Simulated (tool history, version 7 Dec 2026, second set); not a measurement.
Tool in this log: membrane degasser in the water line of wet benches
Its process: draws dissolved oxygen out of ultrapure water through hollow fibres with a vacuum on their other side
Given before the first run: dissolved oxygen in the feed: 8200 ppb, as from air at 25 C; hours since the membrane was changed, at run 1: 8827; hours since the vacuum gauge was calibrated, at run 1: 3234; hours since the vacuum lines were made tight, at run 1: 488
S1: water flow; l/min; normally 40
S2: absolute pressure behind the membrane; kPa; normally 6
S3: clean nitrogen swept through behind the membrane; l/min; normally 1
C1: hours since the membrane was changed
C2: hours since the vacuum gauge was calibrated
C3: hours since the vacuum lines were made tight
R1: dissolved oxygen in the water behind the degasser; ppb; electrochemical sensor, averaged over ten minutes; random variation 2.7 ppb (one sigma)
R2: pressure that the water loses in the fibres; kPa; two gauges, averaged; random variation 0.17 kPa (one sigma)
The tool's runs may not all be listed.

Run 1, hour 0: usual settings; C1 8827; C2 3234; C3 488. Result: R1 289.4 ppb, R2 28.25 kPa.
Run 2, hour 224.6: usual settings; C1 9052; C2 3459; C3 712. Result: R1 290.9 ppb, R2 28.34 kPa.
Run 3, hour 473.2: usual settings; C1 9300; C2 3707; C3 961. Result: R1 296.1 ppb, R2 28.57 kPa.
Run 4, hour 774.2: usual settings but S3 1.01 l/min; C1 9601; C2 4008; C3 1262. Result: R1 293.5 ppb, R2 28.64 kPa.
Run 5, hour 905.7: usual settings but S2 4.82 kPa, S3 1.01 l/min; C1 9733; C2 4140; C3 1393. Result: R1 204.1 ppb, R2 28.56 kPa.
At hour 1153.4: vacuum gauge calibrated.
Run 6, hour 1166.8: usual settings but S2 4.82 kPa, S3 1.01 l/min; C1 9993; C2 13; C3 1654. Result: R1 189.2 ppb, R2 28.4 kPa.
Run 7, hour 1363.1: usual settings but S2 3.83 kPa; C1 10190; C2 210; C3 1850. Result: R1 114.4 ppb, R2 28.52 kPa.
Run 8, hour 1570.9: usual settings but S2 3.83 kPa; C1 10397; C2 417; C3 2058. Result: R1 115.8 ppb, R2 28.52 kPa.
Run 9, hour 1770.4: usual settings but S2 3.83 kPa; C1 10597; C2 617; C3 2258. Result: R1 118 ppb, R2 28.58 kPa.

Run 10 has not been measured yet. What should we expect?
Run 10, hour 2036.2: usual settings but S2 3.83 kPa; C1 10863; C2 883; C3 2523. Result: R1 ?, R2 ?.

R1: 118.8 ppb
R2: 28.7 kPa
Were there no unlogged condition in the tool, this run, its random variation unchanged, would have produced R1 99.1 ppb, R2 27.36 kPa.

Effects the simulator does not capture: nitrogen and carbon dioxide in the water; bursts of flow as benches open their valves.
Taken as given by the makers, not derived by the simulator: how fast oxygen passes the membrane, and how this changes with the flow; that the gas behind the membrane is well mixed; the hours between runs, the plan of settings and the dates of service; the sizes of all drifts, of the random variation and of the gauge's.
